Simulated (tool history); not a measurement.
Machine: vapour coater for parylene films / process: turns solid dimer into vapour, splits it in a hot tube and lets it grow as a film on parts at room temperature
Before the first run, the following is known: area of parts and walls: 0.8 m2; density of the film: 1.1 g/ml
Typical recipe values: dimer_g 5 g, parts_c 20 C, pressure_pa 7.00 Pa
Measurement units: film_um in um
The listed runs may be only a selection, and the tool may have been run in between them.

{"run": 1, "hour": 0.0, "dimer_g": 5, "parts_c": 20, "pressure_pa": 7.0, "film_um": 2.68}
{"run": 2, "hour": 30.8, "dimer_g": 5, "parts_c": 20, "pressure_pa": 7.0, "film_um": 2.69}
{"run": 3, "hour": 72.5, "dimer_g": 5, "parts_c": 20, "pressure_pa": 7.0, "film_um": 2.65}
{"hour": 91.3, "done": "trap's valve overhauled"}
{"run": 4, "hour": 116.4, "dimer_g": 5, "parts_c": 20, "pressure_pa": 7.0, "film_um": 2.66}
{"run": 5, "hour": 161.2, "dimer_g": 5, "parts_c": 20, "pressure_pa": 11.26, "film_um": 2.57}
{"run": 6, "hour": 204.9, "dimer_g": 5, "parts_c": 20, "pressure_pa": 2.89, "film_um": 2.89}
{"run": 7, "hour": 241.8, "dimer_g": 5, "parts_c": 20, "pressure_pa": 7.0, "film_um": 2.66}
{"run": 8, "hour": 309.2, "dimer_g": 5, "parts_c": 20, "pressure_pa": 7.0, "film_um": 2.64}
{"run": 9, "hour": 342.8, "dimer_g": 5, "parts_c": 20, "pressure_pa": 7.0, "film_um": 2.67}
{"run": 10, "hour": 407.8, "dimer_g": 5, "parts_c": 20, "pressure_pa": 7.0, "film_um": 2.64}
{"run": 11, "hour": 442.5, "dimer_g": 5, "parts_c": 20, "pressure_pa": 7.0, "film_um": 2.62}
{"run": 12, "hour": 498.9, "dimer_g": 5, "parts_c": 20, "pressure_pa": 7.0, "film_um": 2.61}
{"run": 13, "hour": 547.6, "dimer_g": 5, "parts_c": 29, "pressure_pa": 7.0, "film_um": 2.2}
{"run": 14, "hour": 604.1, "dimer_g": 5, "parts_c": 29, "pressure_pa": 7.0, "film_um": 2.19}
{"run": 15, "hour": 635.0, "dimer_g": 5, "parts_c": 29, "pressure_pa": 7.0, "film_um": 2.19}
{"hour": 691.2, "done": "gauge calibrated"}
{"run": 16, "hour": 694.7, "dimer_g": 5, "parts_c": 15, "pressure_pa": 7.0, "film_um": 2.99}
{"run": 17, "hour": 734.6, "dimer_g": 5, "parts_c": 15, "pressure_pa": 7.0, "film_um": 2.95}
{"run": 18, "hour": 766.2, "dimer_g": 5, "parts_c": 28, "pressure_pa": 7.0, "film_um": 2.31}
{"run": 19, "hour": 821.0, "dimer_g": 5, "parts_c": 28, "pressure_pa": 7.0, "film_um": 2.28}
{"run": 20, "hour": 879.5, "dimer_g": 5, "parts_c": 20, "pressure_pa": 7.0, "film_um": 2.65}
{"hour": 905.6, "done": "trap's valve overhauled"}
{"run": 21, "hour": 935.1, "dimer_g": 5, "parts_c": 20, "pressure_pa": 7.0, "film_um": 2.66}
{"run": 22, "hour": 979.7, "dimer_g": 5, "parts_c": 14, "pressure_pa": 7.0, "film_um": 3.0}
{"run": 23, "hour": 1013.2, "dimer_g": 5, "parts_c": 14, "pressure_pa": 7.0, "film_um": 3.0}
{"run": 24, "hour": 1047.1, "dimer_g": 5, "parts_c": 20, "pressure_pa": 7.0, "film_um": 2.66}
{"run": 25, "hour": 1107.3, "dimer_g": 5, "parts_c": 20, "pressure_pa": 6.14, "film_um": 2.67}
{"run": 26, "hour": 1140.5, "dimer_g": 5, "parts_c": 20, "pressure_pa": 6.14, "film_um": 2.67}
{"run": 27, "hour": 1175.9, "dimer_g": 5, "parts_c": 20, "pressure_pa": 6.14, "film_um": 2.66}
{"run": 28, "hour": 1225.2, "dimer_g": 5, "parts_c": 25, "pressure_pa": 4.64, "film_um": 2.5}
{"run": 29, "hour": 1260.3, "dimer_g": 2, "parts_c": 20, "pressure_pa": 7.99, "film_um": 1.04}
{"run": 30, "hour": 1303.0, "dimer_g": 5, "parts_c": 20, "pressure_pa": 4.06, "film_um": 2.76}
{"run": 31, "hour": 1366.3, "dimer_g": 5, "parts_c": 14, "pressure_pa": 3.6, "film_um": 3.14}
{"run": 32, "hour": 1428.9, "dimer_g": 9, "parts_c": 15, "pressure_pa": 2.08, "film_um": 5.83}
{"run": 33, "hour": 1476.8, "dimer_g": 5, "parts_c": 12, "pressure_pa": 2.17, "film_um": 3.43}
{"run": 34, "hour": 1508.3, "dimer_g": 5, "parts_c": 29, "pressure_pa": 7.0, "film_um": 2.19}
{"run": 35, "hour": 1535.3, "dimer_g": 4, "parts_c": 16, "pressure_pa": 3.55, "film_um": 2.38}
{"run": 36, "hour": 1588.9, "dimer_g": 4, "parts_c": 16, "pressure_pa": 3.55, "film_um": 2.38}
{"run": 37, "hour": 1636.0, "dimer_g": 4, "parts_c": 20, "pressure_pa": 3.83, "film_um": 2.2}
{"run": 38, "hour": 1701.8, "dimer_g": 4, "parts_c": 20, "pressure_pa": 9.82, "film_um": 1.99}
{"hour": 1719.8, "done": "trap's valve overhauled"}
{"run": 39, "hour": 1743.4, "dimer_g": 4, "parts_c": 20, "pressure_pa": 9.82, "film_um": 2.01}
{"run": 40, "hour": 1782.4, "dimer_g": 7, "parts_c": 20, "pressure_pa": 2.63, "film_um": 3.96}
{"run": 41, "hour": 1821.4, "dimer_g": 3, "parts_c": 24, "pressure_pa": 3.46, "film_um": 1.54}
{"run": 42, "hour": 1882.3, "dimer_g": 6, "parts_c": 24, "pressure_pa": 4.77, "film_um": 2.93}
{"run": 43, "hour": 1928.9, "dimer_g": 5, "parts_c": 20, "pressure_pa": 7.0, "film_um": 2.56}
{"run": 44, "hour": 1972.3, "dimer_g": 5, "parts_c": 21, "pressure_pa": 8.99, "film_um": 2.44}
{"run": 45, "hour": 2037.0, "dimer_g": 5, "parts_c": 13, "pressure_pa": 4.61, "film_um": 3.03}
{"hour": 2075.3, "done": "gauge calibrated"}
{"run": 46, "hour": 2080.1, "dimer_g": 7, "parts_c": 27, "pressure_pa": 7.0, "film_um": 3.29}
{"run": 47, "hour": 2119.5, "dimer_g": 5, "parts_c": 20, "pressure_pa": 2.64, "film_um": 2.95}

Predict each of these 3 candidate next runs independently; none follows another, all start after run 47:
{"run": "A", "hour": 2156.2, "dimer_g": 4, "parts_c": 20, "pressure_pa": 2.64, "film_um": "?"}
{"run": "B", "hour": 2156.2, "dimer_g": 5, "parts_c": 21, "pressure_pa": 3.38, "film_um": "?"}
{"run": "C", "hour": 2156.2, "dimer_g": 5, "parts_c": 20, "pressure_pa": 5.02, "film_um": "?"}

run=A film_um=2.36
run=B film_um=2.83
run=C film_um=2.76
The same runs, with their run-to-run variation unchanged, on a tool lacking any hidden condition would have given:
run=A film_um=2.37
run=B film_um=2.84
run=C film_um=2.77
